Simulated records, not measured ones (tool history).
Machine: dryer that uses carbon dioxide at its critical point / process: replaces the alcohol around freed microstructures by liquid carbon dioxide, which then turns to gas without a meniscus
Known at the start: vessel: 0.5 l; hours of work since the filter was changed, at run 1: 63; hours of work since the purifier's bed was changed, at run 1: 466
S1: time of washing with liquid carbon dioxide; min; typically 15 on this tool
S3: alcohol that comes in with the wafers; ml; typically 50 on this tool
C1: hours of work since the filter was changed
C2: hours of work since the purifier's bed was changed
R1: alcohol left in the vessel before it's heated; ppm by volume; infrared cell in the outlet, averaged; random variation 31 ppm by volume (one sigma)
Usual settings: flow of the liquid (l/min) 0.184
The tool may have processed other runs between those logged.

run 1 hour=0 | S1=15 flow_of_the_liquid_(l/min)=0.184 S3=50 | C1=63 C2=466 | R1=2343
run 2 hour=21.7 | S1=15 flow_of_the_liquid_(l/min)=0.216 S3=50 | C1=80 C2=483 | R1=1275
run 3 hour=38.4 | S1=15 flow_of_the_liquid_(l/min)=0.185 S3=50 | C1=93 C2=496 | R1=2386
run 4 hour=62.5 | S1=15 flow_of_the_liquid_(l/min)=0.185 S3=50 | C1=111 C2=514 | R1=2403
run 5 hour=85.4 | S1=15 flow_of_the_liquid_(l/min)=0.184 S3=50 | C1=129 C2=532 | R1=2526
run 6 hour=103.1 | S1=10 flow_of_the_liquid_(l/min)=0.184 S3=50 | C1=143 C2=546 | R1=8575
run 7 hour=120.1 | S1=15 flow_of_the_liquid_(l/min)=0.184 S3=50 | C1=156 C2=559 | R1=2527
run 8 hour=141.3 | S1=15 flow_of_the_liquid_(l/min)=0.184 S3=50 | C1=172 C2=575 | R1=2668
run 9 hour=165.7 | S1=15 flow_of_the_liquid_(l/min)=0.184 S3=50 | C1=191 C2=594 | R1=2693
run 10 hour=186.6 | S1=15 flow_of_the_liquid_(l/min)=0.184 S3=50 | C1=207 C2=610 | R1=2734
run 11 hour=199.4 | S1=15 flow_of_the_liquid_(l/min)=0.184 S3=50 | C1=217 C2=620 | R1=2784
run 12 hour=210.4 | S1=15 flow_of_the_liquid_(l/min)=0.184 S3=50 | C1=225 C2=628 | R1=2828
run 13 hour=228.8 | S1=24 flow_of_the_liquid_(l/min)=0.143 S3=33 | C1=240 C2=642 | R1=843
run 14 hour=242.1 | S1=24 flow_of_the_liquid_(l/min)=0.143 S3=33 | C1=250 C2=653 | R1=881
run 15 hour=258.1 | S1=24 flow_of_the_liquid_(l/min)=0.143 S3=33 | C1=262 C2=665 | R1=884
-- hour=262.7 inlet filter changed
run 16 hour=269.4 | S1=12 flow_of_the_liquid_(l/min)=0.157 S3=58 | C1=5 C2=673 | R1=8351
run 17 hour=286.9 | S1=15 flow_of_the_liquid_(l/min)=0.111 S3=21 | C1=19 C2=686 | R1=4191
run 18 hour=310.6 | S1=10 flow_of_the_liquid_(l/min)=0.277 S3=78 | C1=37 C2=705 | R1=3519
run 19 hour=327.1 | S1=16 flow_of_the_liquid_(l/min)=0.143 S3=25 | C1=50 C2=717 | R1=2161

Predict each of these 4 candidate next runs independently; none follows another, all start after run 19:
run A hour=341 | S1=16 flow_of_the_liquid_(l/min)=0.147 S3=107 | C1=60 C2=728 | R1=?
run B hour=341 | S1=16 flow_of_the_liquid_(l/min)=0.143 S3=48 | C1=60 C2=728 | R1=?
run C hour=341 | S1=22 flow_of_the_liquid_(l/min)=0.143 S3=25 | C1=60 C2=728 | R1=?
run D hour=341 | S1=20 flow_of_the_liquid_(l/min)=0.143 S3=29 | C1=60 C2=728 | R1=?

run=A R1=8443
run=B R1=4239
run=C R1=745
run=D R1=1218
Without the tool's unlogged condition, the same runs would have read:
run=A R1=7802
run=B R1=3885
run=C R1=603
run=D R1=1043
